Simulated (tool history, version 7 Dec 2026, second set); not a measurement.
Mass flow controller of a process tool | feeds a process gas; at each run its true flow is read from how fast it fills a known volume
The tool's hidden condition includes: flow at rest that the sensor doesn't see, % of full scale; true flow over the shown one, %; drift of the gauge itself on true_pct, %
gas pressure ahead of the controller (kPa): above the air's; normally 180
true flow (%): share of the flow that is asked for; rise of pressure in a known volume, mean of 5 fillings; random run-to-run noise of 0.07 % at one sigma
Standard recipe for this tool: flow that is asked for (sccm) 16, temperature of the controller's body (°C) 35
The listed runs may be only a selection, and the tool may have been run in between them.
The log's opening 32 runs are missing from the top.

| run | day | flow that is asked for (sccm) | gas pressure ahead of the controller (kPa) | temperature of the controller's body (°C) | hours of work since the controller was set to zero | hours of work since the controller was changed | true flow (%) |
|---|---|---|---|---|---|---|---|
| 33 | 142.942 | 16 | 141 | 38 | 465 | 4341 | 97.23 |
| 34 | 146.133 | 16 | 148 | 38 | 507 | 4383 | 97.17 |
| 35 | 150.333 | 10 | 171 | 33 | 563 | 4439 | 96.89 |
| 36 | 153.288 | 10 | 171 | 33 | 602 | 4478 | 96.86 |
| 37 | 158.904 | 10 | 171 | 33 | 676 | 4552 | 96.85 |
| 38 | 164.567 | 16 | 183 | 37 | 751 | 4627 | 97.55 |
| 39 | 168.788 | 8 | 180 | 35 | 806 | 4683 | 96.64 |
| 40 | 173.021 | 8 | 180 | 35 | 862 | 4739 | 96.63 |
| 41 | 178.771 | 4 | 202 | 28 | 938 | 4814 | 96.79 |
| 42 | 182.208 | 13 | 250 | 25 | 984 | 4860 | 97.73 |

Branching from run 42: 3 alternative next runs. What would each branch give?
| A | 188.8 | 4 | 159 | 23 | 1071 | 4947 | ? |
| B | 188.8 | 19 | 197 | 23 | 1071 | 4947 | ? |
| C | 188.8 | 20 | 181 | 28 | 1071 | 4947 | ? |

| run | true flow (%) |
|---|---|
| A | 97.04 |
| B | 98.3 |
| C | 98.18 |
What these runs would have given with no unlogged condition in the tool:
| run | true flow (%) |
|---|---|
| A | 97.81 |
| B | 99.98 |
| C | 99.87 |
